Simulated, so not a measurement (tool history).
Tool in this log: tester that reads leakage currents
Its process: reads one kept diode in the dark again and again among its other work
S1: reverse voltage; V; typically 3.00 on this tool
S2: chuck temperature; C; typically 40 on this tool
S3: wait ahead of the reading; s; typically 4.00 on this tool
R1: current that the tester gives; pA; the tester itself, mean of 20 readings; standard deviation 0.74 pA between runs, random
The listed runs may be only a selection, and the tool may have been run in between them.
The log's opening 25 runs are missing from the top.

| run | hour | S1 | S2 | S3 | R1 |
|---|---|---|---|---|---|
| 26 | 2173.2 | 3.00 | 48 | 4.00 | 438.02 |
| 27 | 2271.7 | 1.21 | 28 | 0.52 | 63.35 |
| 28 | 2351.1 | 3.00 | 40 | 0.81 | 241.46 |
| 29 | 2445.3 | 1.17 | 24 | 0.55 | 44.47 |
| 30 | 2501.9 | 13.15 | 33 | 0.74 | 268.88 |
| 31 | 2591.6 | 2.96 | 25 | 2.35 | 71.55 |
| 32 | 2710.0 | 3.00 | 40 | 0.59 | 239.60 |
| 33 | 2818.1 | 3.00 | 40 | 0.59 | 239.52 |
| 34 | 2912.2 | 2.32 | 40 | 4.00 | 212.37 |
| 35 | 3031.9 | 2.04 | 38 | 0.61 | 172.87 |
| 36 | 3148.0 | 15.42 | 53 | 6.90 | 1259.81 |
| 37 | 3266.3 | 15.42 | 53 | 1.65 | 1255.41 |
| 38 | 3351.3 | 15.42 | 53 | 1.65 | 1257.23 |
| 39 | 3437.6 | 15.42 | 30 | 3.88 | 221.92 |
| 40 | 3510.3 | 15.42 | 30 | 3.88 | 221.87 |

Here are 4 independent what-if runs from the current tool condition. What would each one return?
| A | 3613.2 | 3.14 | 40 | 4.00 | ? |
| B | 3613.2 | 18.85 | 58 | 9.87 | ? |
| C | 3613.2 | 14.87 | 44 | 1.00 | ? |
| D | 3613.2 | 1.14 | 43 | 3.84 | ? |

| run | R1 |
|---|---|
| A | 239.37 |
| B | 1926.88 |
| C | 644.72 |
| D | 195.16 |
Had the tool no hidden state, the same runs would have come out as:
| run | R1 |
|---|---|
| A | 252.40 |
| B | 2020.46 |
| C | 675.24 |
| D | 206.21 |
